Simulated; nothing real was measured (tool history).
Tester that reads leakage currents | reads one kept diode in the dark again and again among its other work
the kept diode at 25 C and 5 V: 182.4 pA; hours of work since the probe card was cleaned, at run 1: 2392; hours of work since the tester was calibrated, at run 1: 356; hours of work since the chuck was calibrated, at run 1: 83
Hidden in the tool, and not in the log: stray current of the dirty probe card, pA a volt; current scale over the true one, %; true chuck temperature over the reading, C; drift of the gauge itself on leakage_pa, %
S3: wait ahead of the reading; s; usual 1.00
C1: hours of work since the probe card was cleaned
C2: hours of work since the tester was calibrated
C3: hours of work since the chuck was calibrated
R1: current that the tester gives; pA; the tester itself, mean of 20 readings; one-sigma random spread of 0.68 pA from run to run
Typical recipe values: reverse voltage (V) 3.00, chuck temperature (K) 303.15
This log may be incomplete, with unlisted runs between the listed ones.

run 1 day=0.000 | reverse_voltage_(V)=3.00 chuck_temperature_(K)=303.15 S3=1.00 | C1=2392 C2=356 C3=83 | R1=226.32
run 2 day=2.904 | reverse_voltage_(V)=3.00 chuck_temperature_(K)=303.15 S3=1.00 | C1=2433 C2=398 C3=125 | R1=226.47
run 3 day=5.362 | reverse_voltage_(V)=3.00 chuck_temperature_(K)=303.15 S3=1.00 | C1=2469 C2=433 C3=160 | R1=225.49
run 4 day=8.192 | reverse_voltage_(V)=2.68 chuck_temperature_(K)=303.15 S3=1.00 | C1=2509 C2=474 C3=200 | R1=214.62
run 5 day=10.892 | reverse_voltage_(V)=2.68 chuck_temperature_(K)=303.15 S3=1.00 | C1=2548 C2=512 C3=239 | R1=214.67
run 6 day=12.312 | reverse_voltage_(V)=2.68 chuck_temperature_(K)=303.15 S3=1.00 | C1=2568 C2=533 C3=259 | R1=215.25
run 7 day=13.992 | reverse_voltage_(V)=2.68 chuck_temperature_(K)=303.15 S3=1.00 | C1=2592 C2=557 C3=283 | R1=215.86
run 8 day=15.217 | reverse_voltage_(V)=2.68 chuck_temperature_(K)=303.15 S3=1.00 | C1=2610 C2=574 C3=301 | R1=215.18
run 9 day=16.550 | reverse_voltage_(V)=5.27 chuck_temperature_(K)=303.15 S3=1.00 | C1=2629 C2=593 C3=320 | R1=291.08
run 10 day=19.325 | reverse_voltage_(V)=3.00 chuck_temperature_(K)=303.15 S3=1.00 | C1=2669 C2=633 C3=360 | R1=225.59
run 11 day=21.038 | reverse_voltage_(V)=3.00 chuck_temperature_(K)=303.15 S3=1.00 | C1=2693 C2=657 C3=384 | R1=225.99
run 12 day=23.767 | reverse_voltage_(V)=3.00 chuck_temperature_(K)=303.15 S3=1.00 | C1=2732 C2=696 C3=423 | R1=226.83
run 13 day=25.508 | reverse_voltage_(V)=5.93 chuck_temperature_(K)=303.15 S3=1.00 | C1=2757 C2=721 C3=448 | R1=306.45
run 14 day=26.825 | reverse_voltage_(V)=3.00 chuck_temperature_(K)=303.15 S3=9.71 | C1=2776 C2=740 C3=467 | R1=225.06
run 15 day=29.204 | reverse_voltage_(V)=3.00 chuck_temperature_(K)=303.15 S3=9.71 | C1=2810 C2=774 C3=501 | R1=224.89
run 16 day=31.558 | reverse_voltage_(V)=3.00 chuck_temperature_(K)=303.15 S3=5.55 | C1=2844 C2=808 C3=535 | R1=225.58
run 17 day=33.788 | reverse_voltage_(V)=3.00 chuck_temperature_(K)=303.15 S3=5.55 | C1=2876 C2=840 C3=567 | R1=225.01
run 18 day=35.921 | reverse_voltage_(V)=3.00 chuck_temperature_(K)=303.15 S3=5.55 | C1=2906 C2=871 C3=597 | R1=225.23
run 19 day=37.600 | reverse_voltage_(V)=3.00 chuck_temperature_(K)=303.15 S3=1.84 | C1=2930 C2=895 C3=622 | R1=224.94
run 20 day=39.750 | reverse_voltage_(V)=3.00 chuck_temperature_(K)=325.15 S3=1.84 | C1=2961 C2=925 C3=652 | R1=1323.02
run 21 day=42.396 | reverse_voltage_(V)=3.00 chuck_temperature_(K)=325.15 S3=1.84 | C1=2999 C2=963 C3=690 | R1=1326.47
-- day=42.962 probe card cleaned and baked
run 22 day=45.371 | reverse_voltage_(V)=3.00 chuck_temperature_(K)=325.15 S3=1.84 | C1=34 C2=1004 C3=731 | R1=1328.30
-- day=46.267 chuck's temperature calibrated
run 23 day=46.917 | reverse_voltage_(V)=3.00 chuck_temperature_(K)=325.15 S3=1.84 | C1=55 C2=1025 C3=9 | R1=1327.97
run 24 day=48.512 | reverse_voltage_(V)=1.40 chuck_temperature_(K)=316.15 S3=1.00 | C1=78 C2=1048 C3=32 | R1=469.08
run 25 day=50.708 | reverse_voltage_(V)=3.00 chuck_temperature_(K)=312.15 S3=2.83 | C1=110 C2=1079 C3=64 | R1=477.35
run 26 day=52.496 | reverse_voltage_(V)=3.00 chuck_temperature_(K)=303.15 S3=5.01 | C1=135 C2=1105 C3=89 | R1=224.72
run 27 day=55.183 | reverse_voltage_(V)=3.00 chuck_temperature_(K)=303.15 S3=5.01 | C1=174 C2=1143 C3=128 | R1=224.93
run 28 day=58.033 | reverse_voltage_(V)=3.00 chuck_temperature_(K)=303.15 S3=5.01 | C1=215 C2=1184 C3=168 | R1=225.72
run 29 day=60.046 | reverse_voltage_(V)=10.25 chuck_temperature_(K)=303.15 S3=7.57 | C1=243 C2=1213 C3=197 | R1=391.30
run 30 day=62.475 | reverse_voltage_(V)=15.42 chuck_temperature_(K)=303.15 S3=0.34 | C1=278 C2=1248 C3=232 | R1=481.42
run 31 day=64.471 | reverse_voltage_(V)=15.42 chuck_temperature_(K)=303.15 S3=0.34 | C1=307 C2=1276 C3=261 | R1=480.21
run 32 day=66.892 | reverse_voltage_(V)=1.15 chuck_temperature_(K)=303.15 S3=1.00 | C1=341 C2=1311 C3=295 | R1=147.52
run 33 day=69.425 | reverse_voltage_(V)=3.00 chuck_temperature_(K)=310.15 S3=0.74 | C1=378 C2=1347 C3=332 | R1=410.89
run 34 day=71.308 | reverse_voltage_(V)=2.15 chuck_temperature_(K)=303.15 S3=0.44 | C1=405 C2=1374 C3=359 | R1=195.79
run 35 day=73.979 | reverse_voltage_(V)=13.32 chuck_temperature_(K)=303.15 S3=0.44 | C1=443 C2=1413 C3=397 | R1=449.60
run 36 day=76.967 | reverse_voltage_(V)=13.32 chuck_temperature_(K)=303.15 S3=0.44 | C1=486 C2=1455 C3=440 | R1=445.77
run 37 day=79.242 | reverse_voltage_(V)=13.32 chuck_temperature_(K)=303.15 S3=0.44 | C1=518 C2=1488 C3=472 | R1=449.51
run 38 day=81.821 | reverse_voltage_(V)=5.85 chuck_temperature_(K)=295.15 S3=1.00 | C1=555 C2=1525 C3=509 | R1=150.85
run 39 day=83.479 | reverse_voltage_(V)=1.53 chuck_temperature_(K)=295.15 S3=1.00 | C1=579 C2=1549 C3=533 | R1=81.88
run 40 day=86.425 | reverse_voltage_(V)=2.34 chuck_temperature_(K)=295.15 S3=8.35 | C1=621 C2=1591 C3=575 | R1=98.44

Branching from run 40: 3 alternative next runs. What would each branch give?
run A day=88.575 | reverse_voltage_(V)=3.17 chuck_temperature_(K)=295.15 S3=2.44 | C1=652 C2=1621 C3=606 | R1=?
run B day=88.575 | reverse_voltage_(V)=2.34 chuck_temperature_(K)=315.15 S3=8.35 | C1=652 C2=1621 C3=606 | R1=?
run C day=88.575 | reverse_voltage_(V)=15.94 chuck_temperature_(K)=297.15 S3=2.02 | C1=652 C2=1621 C3=606 | R1=?

run=A R1=113.54
run=B R1=546.85
run=C R1=283.83
Had the tool no hidden state, the same runs would have come out as:
run=A R1=113.35
run=B R1=546.11
run=C R1=283.33

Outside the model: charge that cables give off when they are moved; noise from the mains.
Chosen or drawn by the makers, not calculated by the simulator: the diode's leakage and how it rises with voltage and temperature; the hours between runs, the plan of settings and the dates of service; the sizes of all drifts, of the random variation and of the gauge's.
